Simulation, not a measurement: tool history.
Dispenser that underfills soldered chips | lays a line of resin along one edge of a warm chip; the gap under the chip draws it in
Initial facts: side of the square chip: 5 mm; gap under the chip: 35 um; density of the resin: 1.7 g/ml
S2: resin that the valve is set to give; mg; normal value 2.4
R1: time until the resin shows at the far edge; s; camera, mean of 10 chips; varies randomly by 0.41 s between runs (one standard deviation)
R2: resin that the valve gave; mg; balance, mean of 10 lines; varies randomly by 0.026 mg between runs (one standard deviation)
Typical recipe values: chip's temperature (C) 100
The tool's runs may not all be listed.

{"run": 1, "hour": 0.0, "chip's temperature (C)": 100, "S2": 2.4, "R1": 39.8, "R2": 2.13}
{"hour": 1.4, "done": "new syringe of resin"}
{"run": 2, "hour": 6.9, "chip's temperature (C)": 96, "S2": 2.4, "R1": 42.7, "R2": 2.14}
{"hour": 10.0, "done": "new syringe of resin"}
{"hour": 15.3, "done": "dispensing valve cleaned and set on the balance"}
{"run": 3, "hour": 15.5, "chip's temperature (C)": 96, "S2": 2.4, "R1": 40.7, "R2": 2.44}
{"hour": 19.6, "done": "new syringe of resin"}
{"run": 4, "hour": 24.3, "chip's temperature (C)": 96, "S2": 2.4, "R1": 39.9, "R2": 2.42}
{"hour": 27.9, "done": "new syringe of resin"}
{"run": 5, "hour": 29.1, "chip's temperature (C)": 96, "S2": 2.4, "R1": 34.4, "R2": 2.38}
{"hour": 36.2, "done": "new syringe of resin"}
{"run": 6, "hour": 38.2, "chip's temperature (C)": 96, "S2": 2.4, "R1": 34.7, "R2": 2.4}
{"hour": 44.3, "done": "new syringe of resin"}
{"run": 7, "hour": 46.9, "chip's temperature (C)": 96, "S2": 2.4, "R1": 37.1, "R2": 2.39}
{"run": 8, "hour": 50.7, "chip's temperature (C)": 96, "S2": 2.4, "R1": 44.3, "R2": 2.35}
{"hour": 52.5, "done": "new syringe of resin"}
{"run": 9, "hour": 58.1, "chip's temperature (C)": 100, "S2": 2.4, "R1": 36.7, "R2": 2.36}
{"hour": 60.7, "done": "new syringe of resin"}
{"run": 10, "hour": 67.2, "chip's temperature (C)": 100, "S2": 2.4, "R1": 38.9, "R2": 2.37}
{"hour": 68.9, "done": "new syringe of resin"}
{"run": 11, "hour": 76.5, "chip's temperature (C)": 100, "S2": 2.4, "R1": 42, "R2": 2.32}
{"hour": 77.3, "done": "new syringe of resin"}
{"run": 12, "hour": 82.4, "chip's temperature (C)": 96, "S2": 2.78, "R1": 40.5, "R2": 2.64}
{"hour": 85.3, "done": "new syringe of resin"}
{"run": 13, "hour": 90.6, "chip's temperature (C)": 104, "S2": 2.68, "R1": 32.5, "R2": 2.52}
{"hour": 93.6, "done": "new syringe of resin"}
{"run": 14, "hour": 97.6, "chip's temperature (C)": 107, "S2": 2.4, "R1": 27.8, "R2": 2.28}
{"hour": 102.2, "done": "new syringe of resin"}
{"run": 15, "hour": 103.5, "chip's temperature (C)": 90, "S2": 2.49, "R1": 40.5, "R2": 2.39}
{"run": 16, "hour": 108.3, "chip's temperature (C)": 87, "S2": 3, "R1": 56, "R2": 2.82}
{"hour": 110.6, "done": "new syringe of resin"}
{"run": 17, "hour": 116.4, "chip's temperature (C)": 87, "S2": 3, "R1": 55.6, "R2": 2.78}
{"hour": 118.7, "done": "new syringe of resin"}
{"run": 18, "hour": 122.3, "chip's temperature (C)": 87, "S2": 3, "R1": 48.6, "R2": 2.81}
{"hour": 127.2, "done": "new syringe of resin"}
{"run": 19, "hour": 130.3, "chip's temperature (C)": 98, "S2": 2.95, "R1": 35.2, "R2": 2.72}

Forecast each of these 3 alternatives for the next run:
{"hour": 135.3, "done": "new syringe of resin"}
{"run": "A", "hour": 135.3, "chip's temperature (C)": 100, "S2": 3.1, "R1": "?", "R2": "?"}
{"hour": 135.3, "done": "new syringe of resin"}
{"run": "B", "hour": 135.3, "chip's temperature (C)": 113, "S2": 2.38, "R1": "?", "R2": "?"}
{"hour": 135.3, "done": "new syringe of resin"}
{"run": "C", "hour": 135.3, "chip's temperature (C)": 107, "S2": 2.95, "R1": "?", "R2": "?"}

run=A R1=27.9 R2=2.86
run=B R1=19.3 R2=2.2
run=C R1=22.9 R2=2.73
Stripped of hidden state, with their random variation kept, the same runs would have yielded:
run=A R1=28.8 R2=3.08
run=B R1=19.8 R2=2.37
run=C R1=23.7 R2=2.94
